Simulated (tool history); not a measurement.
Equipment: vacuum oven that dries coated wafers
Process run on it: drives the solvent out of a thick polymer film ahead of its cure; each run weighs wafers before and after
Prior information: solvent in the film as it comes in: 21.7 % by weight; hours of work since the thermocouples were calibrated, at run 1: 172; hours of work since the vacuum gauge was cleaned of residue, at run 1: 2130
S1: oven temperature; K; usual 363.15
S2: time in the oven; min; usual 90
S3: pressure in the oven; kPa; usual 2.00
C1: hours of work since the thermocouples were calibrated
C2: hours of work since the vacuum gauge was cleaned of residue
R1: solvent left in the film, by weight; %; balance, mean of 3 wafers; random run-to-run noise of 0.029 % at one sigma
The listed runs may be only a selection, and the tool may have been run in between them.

run      day      S1   S2    S3   C1    C2     R1
  1    0.000  363.15   90  2.00  172  2130   5.42
       0.796  -- vacuum gauge cleaned of residue and calibrated
  2    3.900  363.15   90  7.60  240    55  10.66
  3    7.233  363.15   90  7.48  299   114  10.60
  4    9.171  363.15   90  7.48  333   148  10.60
  5   11.675  363.15   90  2.00  377   192   5.45
  6   14.342  363.15   90  2.00  424   239   5.47
  7   17.042  363.15   90  6.43  472   287   9.63
  8   20.179  352.15   90  6.43  528   343  15.20
  9   22.329  352.15   90  6.43  566   381  15.11
 10   26.150  352.15   90  6.43  633   448  15.12
 11   27.846  352.15   90  6.43  663   478  15.13
 12   30.729  352.15   90  2.36  714   529  10.73
 13   32.438  352.15   59  2.36  744   560  12.77
      34.112  -- oven's thermocouples calibrated
 14   36.475  363.15   93  2.00   42   629   5.29
 15   39.883  361.15   90  2.00  102   690   6.29
 16   42.692  363.15   90  2.00  152   739   5.47
 17   45.204  363.15   71  2.00  196   784   6.66
 18   47.942  363.15   71  6.82  245   832  10.95
 19   50.933  363.15   71  6.82  298   885  10.83
 20   53.258  363.15   71  6.82  339   926  10.91
 21   56.729  363.15   71  6.82  400   988  10.77
 22   58.796  363.15   90  2.30  437  1024   5.72
 23   61.550  363.15   90  1.23  485  1073   4.74
 24   65.546  363.15   90  1.23  556  1144   4.72
 25   67.533  374.15   55  6.04  591  1179   6.49
 26   69.833  366.15   55  2.79  632  1219   7.37
 27   71.842  362.15   61  4.25  667  1255   9.93
 28   75.292  359.15  161  1.69  728  1316   3.93
      77.792  -- oven's thermocouples calibrated
 29   78.912  359.15   54  1.08   20  1378   9.32
 30   81.492  363.15  133  3.48   65  1424   5.27
 31   84.304  363.15  133  3.48  115  1474   5.30
 32   87.792  363.15  104  3.48  177  1535   6.17
 33   90.412  356.15  138  1.08  223  1582   5.10
 34   93.996  361.15  133  3.54  287  1645   6.17
 35   97.500  350.15   91  4.30  349  1707  13.75
 36  100.662  377.15   61  1.01  404  1763   1.97
 37  104.579  348.15   76  2.35  474  1832  13.19
 38  108.592  348.15   76  2.35  545  1903  13.22
 39  111.179  357.15   76  2.35  590  1949   9.36
 40  113.662  357.15   76  2.35  634  1993   9.37
 41  115.958  357.15   76  2.35  675  2034   9.37
 42  118.308  357.15   76  2.35  716  2075   9.32
 43  120.046  366.15   90  2.35  747  2106   4.65
     121.546  -- oven's thermocouples calibrated
     122.212  -- vacuum gauge cleaned of residue and calibrated
 44  122.525  366.15   88  5.77   16     6   7.77
 45  125.967  374.15  110  1.07   77    66   1.15
 46  129.879  374.15  110  1.07  146   136   1.14

Here are 3 independent what-if runs from the current tool condition. What would each one return?
  A  133.417  374.15  110  3.27  209  198   ?
  B  133.417  367.15   66  3.23  209  198   ?
  C  133.417  373.15  110  2.08  209  198   ?

run    R1
  A  2.78
  B  6.38
  C  2.02
The same runs, with their run-to-run variation unchanged, on a tool lacking any hidden condition would have given:
run    R1
  A  2.78
  B  6.38
  C  2.02
